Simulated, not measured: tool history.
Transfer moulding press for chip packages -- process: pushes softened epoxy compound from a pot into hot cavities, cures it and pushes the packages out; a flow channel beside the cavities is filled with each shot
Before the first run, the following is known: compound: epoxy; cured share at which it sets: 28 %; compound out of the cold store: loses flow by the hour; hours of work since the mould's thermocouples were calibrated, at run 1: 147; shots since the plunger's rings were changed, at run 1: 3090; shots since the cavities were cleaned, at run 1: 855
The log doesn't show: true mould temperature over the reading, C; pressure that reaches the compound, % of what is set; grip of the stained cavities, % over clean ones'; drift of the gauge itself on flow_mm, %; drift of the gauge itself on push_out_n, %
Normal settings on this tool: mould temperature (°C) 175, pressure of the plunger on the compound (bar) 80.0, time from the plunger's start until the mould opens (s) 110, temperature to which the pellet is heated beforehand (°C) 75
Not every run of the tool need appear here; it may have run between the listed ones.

| run | hour | mould temperature (°C) | pressure of the plunger on the compound (bar) | time from the plunger's start until the mould opens (s) | temperature to which the pellet is heated beforehand (°C) | hours of work since the mould's thermocouples were calibrated | shots since the plunger's rings were changed | shots since the cavities were cleaned | incoming compound's hours out of the cold store | length that the compound runs in the flow channel (mm) | greatest force on the pins that push the packages out (N) |
|---|---|---|---|---|---|---|---|---|---|---|---|
| 1 | 0.0 | 175 | 80.0 | 110 | 75 | 147 | 3090 | 855 | 19.5 | 885 | 574 |
| 2 | 6.9 | 175 | 80.0 | 110 | 75 | 152 | 3174 | 939 | 23.4 | 837 | 540 |
| 3 | 14.2 | 175 | 80.0 | 110 | 75 | 157 | 3263 | 1028 | 33.4 | 802 | 537 |
| 4 | 19.6 | 170 | 80.0 | 110 | 75 | 161 | 3327 | 1092 | 23.8 | 849 | 627 |
|  | 24.6 | cavities cleaned with cleaning compound and waxed |
| 5 | 26.9 | 170 | 80.0 | 110 | 75 | 165 | 3398 | 28 | 12.9 | 929 | 712 |
| 6 | 35.3 | 175 | 80.1 | 110 | 75 | 171 | 3499 | 129 | 24.9 | 819 | 596 |
| 7 | 39.8 | 175 | 80.1 | 110 | 75 | 174 | 3554 | 184 | 22.5 | 831 | 603 |
| 8 | 45.8 | 168 | 80.1 | 110 | 75 | 179 | 3627 | 257 | 24.4 | 846 | 782 |
| 9 | 53.8 | 168 | 62.6 | 110 | 75 | 184 | 3723 | 353 | 33.3 | 712 | 754 |
| 10 | 58.6 | 168 | 62.6 | 110 | 75 | 188 | 3782 | 412 | 41.7 | 668 | 700 |
| 11 | 67.9 | 175 | 80.0 | 110 | 75 | 194 | 3895 | 525 | 27.9 | 807 | 606 |
| 12 | 72.5 | 175 | 80.0 | 110 | 75 | 198 | 3950 | 580 | 13.3 | 868 | 607 |
|  | 76.0 | cavities cleaned with cleaning compound and waxed, once more |
| 13 | 78.7 | 175 | 80.0 | 110 | 75 | 201 | 4007 | 32 | 28.6 | 800 | 337 |
| 14 | 87.0 | 175 | 80.0 | 110 | 75 | 207 | 4108 | 133 | 26.7 | 817 | 385 |
| 15 | 91.7 | 175 | 80.0 | 110 | 75 | 210 | 4165 | 190 | 21.9 | 840 | 391 |
| 16 | 98.9 | 178 | 79.7 | 110 | 75 | 215 | 4252 | 277 | 31.1 | 771 | 415 |
| 17 | 105.6 | 182 | 91.0 | 112 | 67 | 220 | 4334 | 359 | 35.8 | 802 | 408 |
| 18 | 111.0 | 180 | 89.4 | 124 | 67 | 224 | 4399 | 424 | 27.7 | 826 | 449 |
| 19 | 116.1 | 180 | 89.4 | 124 | 67 | 228 | 4460 | 485 | 23.2 | 860 | 443 |
| 20 | 124.0 | 180 | 89.4 | 124 | 67 | 233 | 4556 | 581 | 9.9 | 914 | 477 |
| 21 | 131.0 | 183 | 67.0 | 132 | 79 | 238 | 4641 | 666 | 8.2 | 789 | 470 |
| 22 | 138.8 | 183 | 67.0 | 132 | 79 | 244 | 4735 | 760 | 27.9 | 709 | 480 |
| 23 | 147.6 | 180 | 63.1 | 140 | 76 | 250 | 4842 | 867 | 9.8 | 782 | 503 |
| 24 | 153.8 | 180 | 63.1 | 140 | 76 | 254 | 4917 | 942 | 37.8 | 649 | 514 |
| 25 | 158.5 | 171 | 63.1 | 140 | 77 | 258 | 4974 | 999 | 26.9 | 709 | 535 |
| 26 | 163.0 | 183 | 65.3 | 110 | 75 | 261 | 5029 | 1054 | 24.4 | 711 | 527 |
| 27 | 167.4 | 175 | 88.3 | 110 | 83 | 264 | 5083 | 1108 | 14.0 | 880 | 565 |
|  | 171.7 | cavities cleaned with cleaning compound and waxed |
| 28 | 176.8 | 175 | 60.3 | 142 | 75 | 270 | 5178 | 62 | 46.7 | 607 | 329 |
| 29 | 184.6 | 175 | 62.3 | 134 | 75 | 275 | 5272 | 156 | 43.6 | 629 | 366 |
| 30 | 194.0 | 175 | 80.0 | 96 | 78 | 282 | 5386 | 270 | 44.4 | 711 | 484 |

Pick out some run-to-run changes in length that the compound runs in the flow channel (mm). Of each, how much would a tool without hidden state show as well, from the settings, what came in and chance, and how much is left for the hidden state and any gauge scatter not in both results compared?
Run 10 -> 11: mould temperature (°C) 168 -> 175, pressure of the plunger on the compound (bar) 62.6 -> 80.0. length that the compound runs in the flow channel (mm) +139: hidden state -13, all else +152.
Run 26 -> 27: mould temperature (°C) 183 -> 175, pressure of the plunger on the compound (bar) 65.3 -> 88.3, temperature to which the pellet is heated beforehand (°C) 75 -> 83. length that the compound runs in the flow channel (mm) +169: hidden state -21, all else +190.
Run 27 -> 28: pressure of the plunger on the compound (bar) 88.3 -> 60.3, time from the plunger's start until the mould opens (s) 110 -> 142, temperature to which the pellet is heated beforehand (°C) 83 -> 75, cavities cleaned with cleaning compound and waxed. length that the compound runs in the flow channel (mm) -273: hidden state +29, all else -302.
